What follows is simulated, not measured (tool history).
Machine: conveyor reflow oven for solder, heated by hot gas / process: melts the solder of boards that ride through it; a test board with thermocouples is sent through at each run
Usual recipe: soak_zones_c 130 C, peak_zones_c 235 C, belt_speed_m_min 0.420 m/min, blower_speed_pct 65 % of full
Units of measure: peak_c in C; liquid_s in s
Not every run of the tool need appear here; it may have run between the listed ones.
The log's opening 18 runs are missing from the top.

Run 19, hour 691.6: usual settings but soak_zones_c 119 C, peak_zones_c 229 C, belt_speed_m_min 0.487 m/min. Result: peak_c 201.5 C, liquid_s 32.9 s.
Run 20, hour 712.8: usual settings but soak_zones_c 119 C, peak_zones_c 229 C, belt_speed_m_min 0.487 m/min. Result: peak_c 201.7 C, liquid_s 32.4 s.
Run 21, hour 758.9: usual settings but soak_zones_c 140 C. Result: peak_c 217.1 C, liquid_s 63.3 s.
Run 22, hour 783.2: usual settings but soak_zones_c 140 C, belt_speed_m_min 0.371 m/min. Result: peak_c 220.8 C, liquid_s 77.3 s.
Run 23, hour 816.0: usual settings but soak_zones_c 140 C, belt_speed_m_min 0.349 m/min, blower_speed_pct 75 % of full. Result: peak_c 224.6 C, liquid_s 85.6 s.
Run 24, hour 852.1: usual settings but soak_zones_c 117 C, blower_speed_pct 89 % of full. Result: peak_c 216.7 C, liquid_s 56.8 s.
At hour 872.7: flux residue cleaned out of gas plates and filters.
Run 25, hour 903.6: usual settings but soak_zones_c 139 C, peak_zones_c 224 C, belt_speed_m_min 0.419 m/min, blower_speed_pct 74 % of full. Result: peak_c 209.2 C, liquid_s 56.9 s.
Run 26, hour 931.2: usual settings but peak_zones_c 237 C. Result: peak_c 215.7 C, liquid_s 60.4 s.
Run 27, hour 952.3: usual settings but soak_zones_c 116 C, peak_zones_c 232 C, belt_speed_m_min 0.451 m/min. Result: peak_c 207.0 C, liquid_s 42.4 s.
Run 28, hour 982.2: usual settings but soak_zones_c 116 C, peak_zones_c 232 C, belt_speed_m_min 0.451 m/min. Result: peak_c 206.4 C, liquid_s 41.4 s.
Run 29, hour 1002.9: usual settings but belt_speed_m_min 0.428 m/min. Result: peak_c 214.0 C, liquid_s 57.8 s.
Run 30, hour 1049.0: usual settings but soak_zones_c 138 C, peak_zones_c 228 C, belt_speed_m_min 0.428 m/min. Result: peak_c 209.8 C, liquid_s 56.3 s.

Alternative continuations, all from the tool just after run 30; predict every row:
Run A, hour 1075.2: usual settings but soak_zones_c 124 C, belt_speed_m_min 0.462 m/min, blower_speed_pct 59 % of full. Result: peak_c ?, liquid_s ?.
Run B, hour 1075.2: usual settings but soak_zones_c 138 C, peak_zones_c 229 C, belt_speed_m_min 0.419 m/min, blower_speed_pct 66 % of full. Result: peak_c ?, liquid_s ?.
Run C, hour 1075.2: usual settings but soak_zones_c 120 C, peak_zones_c 249 C, belt_speed_m_min 0.385 m/min. Result: peak_c ?, liquid_s ?.
Run D, hour 1075.2: usual settings but soak_zones_c 122 C, peak_zones_c 228 C, belt_speed_m_min 0.401 m/min, blower_speed_pct 78 % of full. Result: peak_c ?, liquid_s ?.
Run E, hour 1075.2: usual settings but soak_zones_c 123 C, peak_zones_c 228 C, belt_speed_m_min 0.475 m/min, blower_speed_pct 53 % of full. Result: peak_c ?, liquid_s ?.

run  peak_c  liquid_s
  A   207.8      43.7
  B   212.7      58.8
  C   228.4      73.5
  D   211.5      56.4
  E   198.6      30.9
Had the tool no hidden state, the same runs would have come out as:
run  peak_c  liquid_s
  A   207.7      43.6
  B   212.6      58.8
  C   228.4      73.4
  D   211.5      56.3
  E   198.6      30.9
